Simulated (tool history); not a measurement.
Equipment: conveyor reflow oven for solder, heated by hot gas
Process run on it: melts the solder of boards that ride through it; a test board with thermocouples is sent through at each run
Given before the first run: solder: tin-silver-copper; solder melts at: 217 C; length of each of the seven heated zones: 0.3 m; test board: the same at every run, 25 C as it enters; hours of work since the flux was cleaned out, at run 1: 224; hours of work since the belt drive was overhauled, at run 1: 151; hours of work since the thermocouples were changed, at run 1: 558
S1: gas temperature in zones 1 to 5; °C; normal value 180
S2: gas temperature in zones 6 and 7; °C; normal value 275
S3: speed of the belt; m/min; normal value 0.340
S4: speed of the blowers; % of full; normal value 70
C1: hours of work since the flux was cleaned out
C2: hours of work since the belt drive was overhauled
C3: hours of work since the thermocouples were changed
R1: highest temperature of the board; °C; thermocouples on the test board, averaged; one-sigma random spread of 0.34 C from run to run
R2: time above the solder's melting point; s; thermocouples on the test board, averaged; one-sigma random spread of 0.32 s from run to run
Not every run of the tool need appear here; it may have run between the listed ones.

| run | hour | S1 | S2 | S3 | S4 | C1 | C2 | C3 | R1 | R2 |
|---|---|---|---|---|---|---|---|---|---|---|
| 1 | 0.0 | 180 | 275 | 0.340 | 70 | 224 | 151 | 558 | 257.8 | 87.3 |
| 2 | 16.0 | 167 | 275 | 0.340 | 70 | 232 | 159 | 566 | 255.3 | 79.0 |
| 3 | 25.3 | 180 | 275 | 0.340 | 70 | 236 | 163 | 570 | 258.0 | 87.3 |
| 4 | 38.4 | 180 | 275 | 0.340 | 70 | 242 | 169 | 577 | 257.7 | 86.8 |
| 5 | 53.7 | 180 | 275 | 0.340 | 70 | 249 | 176 | 584 | 257.4 | 86.6 |
| 6 | 67.9 | 176 | 275 | 0.340 | 70 | 256 | 183 | 590 | 256.2 | 84.3 |
|  | 73.0 | belt drive overhauled, speed set with a stopwatch |
| 7 | 78.8 | 176 | 275 | 0.321 | 70 | 259 | 3 | 594 | 258.8 | 92.1 |
| 8 | 92.4 | 180 | 265 | 0.340 | 70 | 266 | 9 | 600 | 248.3 | 78.5 |
| 9 | 102.6 | 180 | 265 | 0.312 | 70 | 271 | 14 | 605 | 251.0 | 89.9 |
| 10 | 114.4 | 186 | 267 | 0.340 | 78 | 276 | 20 | 610 | 253.3 | 87.2 |
| 11 | 123.6 | 186 | 267 | 0.340 | 78 | 281 | 24 | 615 | 253.1 | 87.2 |
| 12 | 136.3 | 186 | 267 | 0.340 | 78 | 286 | 30 | 621 | 252.8 | 87.7 |
|  | 152.3 | belt drive overhauled, speed set with a stopwatch, once more |
| 13 | 156.9 | 186 | 267 | 0.340 | 78 | 294 | 2 | 629 | 253.0 | 86.9 |
| 14 | 171.7 | 186 | 267 | 0.340 | 78 | 301 | 9 | 636 | 252.7 | 87.2 |
| 15 | 186.0 | 186 | 267 | 0.340 | 78 | 308 | 16 | 642 | 252.3 | 86.9 |
| 16 | 200.7 | 180 | 275 | 0.340 | 56 | 315 | 23 | 649 | 253.0 | 81.4 |
| 17 | 215.6 | 180 | 275 | 0.340 | 56 | 322 | 30 | 656 | 253.0 | 81.6 |

Here are 4 independent what-if runs from the current tool condition. What would each one return?
| A | 224.2 | 172 | 275 | 0.340 | 56 | 326 | 34 | 660 | ? | ? |
| B | 224.2 | 174 | 275 | 0.320 | 79 | 326 | 34 | 660 | ? | ? |
| C | 224.2 | 180 | 275 | 0.307 | 70 | 326 | 34 | 660 | ? | ? |
| D | 224.2 | 190 | 275 | 0.340 | 56 | 326 | 34 | 660 | ? | ? |

| run | R1 | R2 |
|---|---|---|
| A | 251.1 | 75.0 |
| B | 259.5 | 92.3 |
| C | 259.5 | 99.5 |
| D | 255.2 | 89.2 |
Without the tool's unlogged condition, the same runs would have read:
| run | R1 | R2 |
|---|---|---|
| A | 254.0 | 78.7 |
| B | 262.6 | 95.2 |
| C | 262.3 | 102.1 |
| D | 257.8 | 91.9 |

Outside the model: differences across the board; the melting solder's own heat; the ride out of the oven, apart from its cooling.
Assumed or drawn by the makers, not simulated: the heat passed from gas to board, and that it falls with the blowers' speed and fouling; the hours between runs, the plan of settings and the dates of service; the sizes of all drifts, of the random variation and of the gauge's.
